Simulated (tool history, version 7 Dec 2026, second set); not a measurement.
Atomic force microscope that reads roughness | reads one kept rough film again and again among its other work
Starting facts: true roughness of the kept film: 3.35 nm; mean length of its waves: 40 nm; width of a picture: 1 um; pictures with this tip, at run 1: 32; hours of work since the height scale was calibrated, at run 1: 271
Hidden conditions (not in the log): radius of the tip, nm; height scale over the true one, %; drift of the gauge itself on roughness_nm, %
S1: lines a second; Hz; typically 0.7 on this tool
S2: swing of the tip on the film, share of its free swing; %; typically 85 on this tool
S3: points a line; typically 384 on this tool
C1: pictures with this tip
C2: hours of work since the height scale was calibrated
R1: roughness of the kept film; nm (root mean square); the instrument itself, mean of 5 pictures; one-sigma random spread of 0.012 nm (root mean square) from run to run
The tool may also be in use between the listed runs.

run,hour,S1,S2,S3,C1,C2,R1
1,0,0.7,85,384,32,271,2.796
2,12.1,0.7,85,384,54,279,2.718
3,26,0.7,85,384,78,287,2.65
# hour 35.7: new tip fitted
4,35.7,0.7,85,384,0,292,2.896
5,47.6,2.715,85,384,21,299,2.444
6,55.3,2.715,85,384,34,304,2.418
7,62.4,0.7,85,927,47,308,2.769
8,73.4,0.7,85,384,66,315,2.672
9,84.1,0.7,85,384,85,321,2.62
# hour 90.3: new tip fitted
10,96.2,0.7,85,384,10,328,2.895
11,106.2,0.7,85,563,28,334,2.819
# hour 108: height scale calibrated on a step standard
12,114.1,0.7,85,384,40,4,2.784
13,124.4,0.7,85,384,58,10,2.704
14,133.3,1,58,434,74,15,2.791
15,143.2,1.92,55,384,92,21,2.705
# hour 145.4: new tip fitted
16,156,0.527,85,648,18,28,2.909
17,163,0.527,85,648,31,32,2.864
18,173.5,0.527,85,648,50,39,2.779
# hour 176.1: height scale calibrated on a step standard, once more
19,182.8,2.446,61,831,64,4,2.712
20,196,0.7,65,431,88,12,2.713
# hour 200.7: new tip fitted
21,209.6,0.7,74,497,16,20,2.93
22,216.3,0.633,74,734,28,24,2.891
23,224.7,0.633,74,734,43,29,2.85

Table of differences, measured result less the result of that run with no hidden state. Run-to-run variation is the same in both. Gauge scatter possibly is not:
run,R1
1,-0.125
2,-0.194
3,-0.274
4,-0.009
5,-0.08
6,-0.12
7,-0.185
8,-0.238
9,-0.299
10,-0.033
11,-0.099
12,-0.141
13,-0.197
14,-0.262
15,-0.315
16,-0.064
17,-0.107
18,-0.17
19,-0.225
20,-0.311
21,-0.066
22,-0.108
23,-0.162
